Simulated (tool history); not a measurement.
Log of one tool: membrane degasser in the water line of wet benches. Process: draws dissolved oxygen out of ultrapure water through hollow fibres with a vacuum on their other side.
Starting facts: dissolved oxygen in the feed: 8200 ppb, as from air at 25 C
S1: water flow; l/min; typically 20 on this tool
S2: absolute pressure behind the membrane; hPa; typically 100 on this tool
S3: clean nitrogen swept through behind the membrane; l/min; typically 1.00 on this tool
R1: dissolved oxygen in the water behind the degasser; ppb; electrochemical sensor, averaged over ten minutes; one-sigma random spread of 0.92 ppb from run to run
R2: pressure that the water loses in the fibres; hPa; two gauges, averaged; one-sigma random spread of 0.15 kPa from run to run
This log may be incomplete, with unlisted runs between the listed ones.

run 1 day=0.000 | S1=20 S2=100 S3=1.00 | R1=314.1 R2=532.7
run 2 day=1.062 | S1=21 S2=100 S3=1.00 | R1=332.1 R2=559.4
run 3 day=1.883 | S1=23 S2=100 S3=1.00 | R1=370.8 R2=614.4
run 4 day=3.800 | S1=17 S2=100 S3=1.00 | R1=264.7 R2=453.7
run 5 day=4.775 | S1=20 S2=100 S3=1.00 | R1=313.5 R2=531.5
run 6 day=6.321 | S1=20 S2=100 S3=1.00 | R1=312.0 R2=535.2
run 7 day=8.046 | S1=20 S2=100 S3=1.00 | R1=314.9 R2=534.3
run 8 day=9.188 | S1=20 S2=100 S3=1.00 | R1=314.9 R2=532.1
run 9 day=10.850 | S1=20 S2=100 S3=1.00 | R1=315.0 R2=531.4
-- day=12.562 vacuum gauge calibrated
run 10 day=12.883 | S1=20 S2=100 S3=1.00 | R1=313.4 R2=531.5
run 11 day=13.750 | S1=20 S2=100 S3=1.00 | R1=315.6 R2=532.1
run 12 day=14.671 | S1=19 S2=171 S3=0.79 | R1=692.4 R2=505.8
run 13 day=15.821 | S1=16 S2=100 S3=1.00 | R1=247.8 R2=429.4
run 14 day=17.062 | S1=16 S2=100 S3=1.00 | R1=247.8 R2=425.2
run 15 day=18.258 | S1=26 S2=177 S3=1.00 | R1=811.2 R2=695.6
run 16 day=19.608 | S1=26 S2=177 S3=1.00 | R1=807.8 R2=693.0

Predict each of these 5 candidate next runs independently; none follows another, all start after run 16:
run A day=21.400 | S1=17 S2=137 S3=1.85 | R1=? R2=?
run B day=21.400 | S1=14 S2=100 S3=1.00 | R1=? R2=?
run C day=21.400 | S1=26 S2=203 S3=1.00 | R1=? R2=?
run D day=21.400 | S1=27 S2=177 S3=1.00 | R1=? R2=?
run E day=21.400 | S1=20 S2=99 S3=1.77 | R1=? R2=?

run=A R1=235.1 R2=453.2
run=B R1=218.1 R2=374.0
run=C R1=926.3 R2=694.9
run=D R1=834.4 R2=720.5
run=E R1=195.5 R2=529.5
The same runs, with their run-to-run variation unchanged, on a tool lacking any hidden condition would have given:
run=A R1=235.0 R2=453.2
run=B R1=218.1 R2=374.0
run=C R1=926.2 R2=694.9
run=D R1=834.3 R2=720.5
run=E R1=195.5 R2=529.5

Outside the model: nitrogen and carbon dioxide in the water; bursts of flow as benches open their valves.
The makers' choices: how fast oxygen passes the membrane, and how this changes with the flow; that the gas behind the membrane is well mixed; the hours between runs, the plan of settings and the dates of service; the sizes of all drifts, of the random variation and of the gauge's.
